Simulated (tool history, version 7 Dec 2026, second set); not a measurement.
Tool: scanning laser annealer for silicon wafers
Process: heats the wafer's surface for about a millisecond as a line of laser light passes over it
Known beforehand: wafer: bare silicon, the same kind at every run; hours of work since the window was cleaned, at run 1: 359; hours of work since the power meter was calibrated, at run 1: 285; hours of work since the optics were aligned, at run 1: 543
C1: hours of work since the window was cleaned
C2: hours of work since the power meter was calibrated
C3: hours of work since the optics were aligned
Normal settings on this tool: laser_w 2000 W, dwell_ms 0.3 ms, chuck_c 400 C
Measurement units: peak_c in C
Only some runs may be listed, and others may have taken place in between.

Run 1, hour 0: usual settings; C1 359; C2 285; C3 543. Result: peak_c 1130 C.
Run 2, hour 32.3: usual settings; C1 373; C2 299; C3 557. Result: peak_c 1129 C.
Run 3, hour 81.3: usual settings; C1 394; C2 320; C3 579. Result: peak_c 1127 C.
Run 4, hour 124.8: usual settings but chuck_c 403 C; C1 413; C2 339; C3 598. Result: peak_c 1131 C.
Run 5, hour 180.2: usual settings; C1 437; C2 364; C3 622. Result: peak_c 1126 C.
Run 6, hour 232.4: usual settings; C1 460; C2 387; C3 645. Result: peak_c 1124 C.
Run 7, hour 274.2: usual settings but laser_w 1752 W; C1 479; C2 405; C3 663. Result: peak_c 1038 C.
Run 8, hour 309.6: usual settings but laser_w 1752 W; C1 494; C2 420; C3 679. Result: peak_c 1038 C.
Run 9, hour 364.2: usual settings but dwell_ms 0.249 ms; C1 518; C2 444; C3 702. Result: peak_c 1058 C.
Run 10, hour 411.7: usual settings but dwell_ms 0.249 ms, chuck_c 418 C; C1 539; C2 465; C3 723. Result: peak_c 1077 C.
Run 11, hour 456.3: usual settings but dwell_ms 0.373 ms, chuck_c 418 C; C1 558; C2 485; C3 743. Result: peak_c 1221 C.
Run 12, hour 512.2: usual settings but dwell_ms 0.271 ms, chuck_c 418 C; C1 583; C2 509; C3 767. Result: peak_c 1100 C.
Run 13, hour 569.6: usual settings but dwell_ms 0.271 ms, chuck_c 418 C; C1 608; C2 534; C3 792. Result: peak_c 1102 C.
Run 14, hour 617.6: usual settings but dwell_ms 0.271 ms, chuck_c 418 C; C1 629; C2 555; C3 813. Result: peak_c 1099 C.
At hour 675.3: window over the wafer cleaned.
Run 15, hour 681.5: usual settings; C1 3; C2 582; C3 840. Result: peak_c 1144 C.
Run 16, hour 718.1: usual settings; C1 19; C2 598; C3 856. Result: peak_c 1145 C.
Run 17, hour 753.3: usual settings; C1 34; C2 614; C3 872. Result: peak_c 1148 C.
Run 18, hour 779.1: usual settings but laser_w 2003 W, dwell_ms 0.252 ms, chuck_c 371 C; C1 45; C2 625; C3 883. Result: peak_c 1052 C.
Run 19, hour 832.8: usual settings but laser_w 1734 W, chuck_c 433 C; C1 69; C2 648; C3 907. Result: peak_c 1079 C.
Run 20, hour 875.9: usual settings but dwell_ms 0.218 ms, chuck_c 402 C; C1 88; C2 667; C3 926. Result: peak_c 1033 C.
At hour 897.9: optics aligned, line set to its width.
Run 21, hour 911.2: usual settings but dwell_ms 0.363 ms, chuck_c 424 C; C1 101; C2 681; C3 6. Result: peak_c 1231 C.
Run 22, hour 953.5: usual settings but dwell_ms 0.342 ms, chuck_c 416 C; C1 120; C2 699; C3 24. Result: peak_c 1200 C.
Run 23, hour 995.2: usual settings but laser_w 2124 W, dwell_ms 0.253 ms, chuck_c 392 C; C1 138; C2 717; C3 43. Result: peak_c 1106 C.
Run 24, hour 1046.8: usual settings but laser_w 1945 W, dwell_ms 0.342 ms; C1 160; C2 740; C3 65. Result: peak_c 1163 C.
At hour 1086.6: optics aligned, line set to its width, once more.
Run 25, hour 1100.9: usual settings but laser_w 1945 W, dwell_ms 0.342 ms; C1 182; C2 761; C3 6. Result: peak_c 1176 C.
Run 26, hour 1144.5: usual settings but laser_w 1925 W, dwell_ms 0.303 ms, chuck_c 372 C; C1 201; C2 780; C3 25. Result: peak_c 1096 C.
Run 27, hour 1176.9: usual settings but laser_w 1948 W, dwell_ms 0.223 ms, chuck_c 413 C; C1 215; C2 795; C3 40. Result: peak_c 1040 C.
Run 28, hour 1206.8: usual settings but laser_w 2068 W, dwell_ms 0.214 ms, chuck_c 437 C; C1 228; C2 808; C3 53. Result: peak_c 1087 C.
Run 29, hour 1232.9: usual settings but laser_w 1825 W, dwell_ms 0.226 ms, chuck_c 369 C; C1 240; C2 819; C3 64. Result: peak_c 961 C.
Run 30, hour 1291.1: usual settings but laser_w 1825 W, dwell_ms 0.226 ms, chuck_c 369 C; C1 265; C2 845; C3 89. Result: peak_c 960 C.

3 ways to go on from here, each from the tool as it stands after run 30. What would each give?
Run A, hour 1330: usual settings but laser_w 1717 W, dwell_ms 0.357 ms, chuck_c 433 C; C1 282; C2 862; C3 107. Result: peak_c ?.
Run B, hour 1330: usual settings but laser_w 1940 W, dwell_ms 0.251 ms, chuck_c 423 C; C1 282; C2 862; C3 107. Result: peak_c ?.
Run C, hour 1330: usual settings but laser_w 1900 W, dwell_ms 0.278 ms, chuck_c 372 C; C1 282; C2 862; C3 107. Result: peak_c ?.

run  peak_c
  A    1132
  B    1082
  C    1051
Take away the tool's hidden state, keep each run's random variation, and the runs would have read:
run  peak_c
  A    1144
  B    1093
  C    1062
